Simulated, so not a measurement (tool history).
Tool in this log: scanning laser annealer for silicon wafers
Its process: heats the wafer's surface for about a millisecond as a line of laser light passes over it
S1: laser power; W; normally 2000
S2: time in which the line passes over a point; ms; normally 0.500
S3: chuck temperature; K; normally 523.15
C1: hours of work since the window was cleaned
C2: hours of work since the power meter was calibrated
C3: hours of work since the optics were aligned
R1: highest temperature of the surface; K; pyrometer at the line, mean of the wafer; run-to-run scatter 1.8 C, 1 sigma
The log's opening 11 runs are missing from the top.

run 12 day=6.888 | S1=1817 S2=0.500 S3=523.15 | C1=205 C2=430 C3=496 | R1=1163.15
run 13 day=7.708 | S1=1817 S2=0.500 S3=523.15 | C1=214 C2=439 C3=505 | R1=1164.15
-- day=7.900 laser's power meter calibrated
run 14 day=8.183 | S1=1817 S2=0.500 S3=523.15 | C1=218 C2=3 C3=509 | R1=1159.15
run 15 day=8.583 | S1=2000 S2=0.500 S3=523.15 | C1=223 C2=8 C3=514 | R1=1235.15
-- day=9.400 laser's power meter calibrated, once more
run 16 day=9.400 | S1=2000 S2=0.500 S3=523.15 | C1=231 C2=0 C3=522 | R1=1231.15
run 17 day=9.921 | S1=2000 S2=0.500 S3=523.15 | C1=237 C2=6 C3=528 | R1=1233.15
run 18 day=10.562 | S1=2125 S2=0.568 S3=514.15 | C1=244 C2=13 C3=535 | R1=1324.15
run 19 day=10.942 | S1=2155 S2=0.520 S3=523.15 | C1=248 C2=18 C3=539 | R1=1308.15
run 20 day=11.525 | S1=2155 S2=0.520 S3=523.15 | C1=255 C2=24 C3=546 | R1=1311.15
run 21 day=11.992 | S1=2155 S2=0.520 S3=523.15 | C1=260 C2=29 C3=551 | R1=1308.15
run 22 day=12.733 | S1=2155 S2=0.520 S3=523.15 | C1=268 C2=38 C3=559 | R1=1308.15
run 23 day=13.262 | S1=1972 S2=0.455 S3=513.15 | C1=274 C2=44 C3=565 | R1=1173.15
run 24 day=13.662 | S1=2071 S2=0.455 S3=518.15 | C1=279 C2=48 C3=570 | R1=1217.15
run 25 day=14.162 | S1=1962 S2=0.455 S3=499.15 | C1=285 C2=54 C3=576 | R1=1152.15

Run 26, settings as shown, results not yet in. Your forecast:
run 26 day=14.888 | S1=1962 S2=0.455 S3=499.15 | C1=293 C2=62 C3=584 | R1=?

{"run 26": {"R1": 1154.15}}
Take away the tool's hidden state, keep the run-to-run variation as it was, and the same run would have given R1 1189.15 K.

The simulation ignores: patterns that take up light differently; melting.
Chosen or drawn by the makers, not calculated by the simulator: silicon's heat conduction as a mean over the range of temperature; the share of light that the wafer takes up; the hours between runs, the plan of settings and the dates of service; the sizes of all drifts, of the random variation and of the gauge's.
